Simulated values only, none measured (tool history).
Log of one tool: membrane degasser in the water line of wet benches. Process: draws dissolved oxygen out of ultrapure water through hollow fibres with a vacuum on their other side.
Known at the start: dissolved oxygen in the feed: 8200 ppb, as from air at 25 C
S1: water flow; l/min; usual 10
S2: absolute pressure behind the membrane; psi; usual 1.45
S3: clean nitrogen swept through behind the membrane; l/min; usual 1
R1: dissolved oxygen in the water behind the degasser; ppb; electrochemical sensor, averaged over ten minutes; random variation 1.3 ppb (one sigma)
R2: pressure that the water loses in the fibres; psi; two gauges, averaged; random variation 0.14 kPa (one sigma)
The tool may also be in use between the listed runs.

run	hour	S1	S2	S3	R1	R2
1	0	10	1.45	1	191.6	4.157
2	120.7	10	1.45	1	190.8	4.192
3	262.4	10	1.45	1.28	157.2	4.157
4	421	10	1.45	1.28	158.4	4.174
# hour 456.5: vacuum gauge calibrated
5	505.5	10	1.45	1	182.3	4.186
6	606	10	1.45	1	184.7	4.173
7	680.4	10	1.45	1	184.1	4.206
8	786	10	1.45	1	184.8	4.168
9	883.7	10	1.45	1	185.6	4.196
10	1011.9	10	1.45	1	183.7	4.16
11	1168.8	8	1.45	1	140.9	3.346

The next listed run, before its measurement:
12	1291.8	12	2.22	1	?	?

{"run 12": {"R1": 383.3, "R2": 5.042}}
Without the tool's hidden state the same run would have given R1 370.9 ppb, R2 4.985 psi.
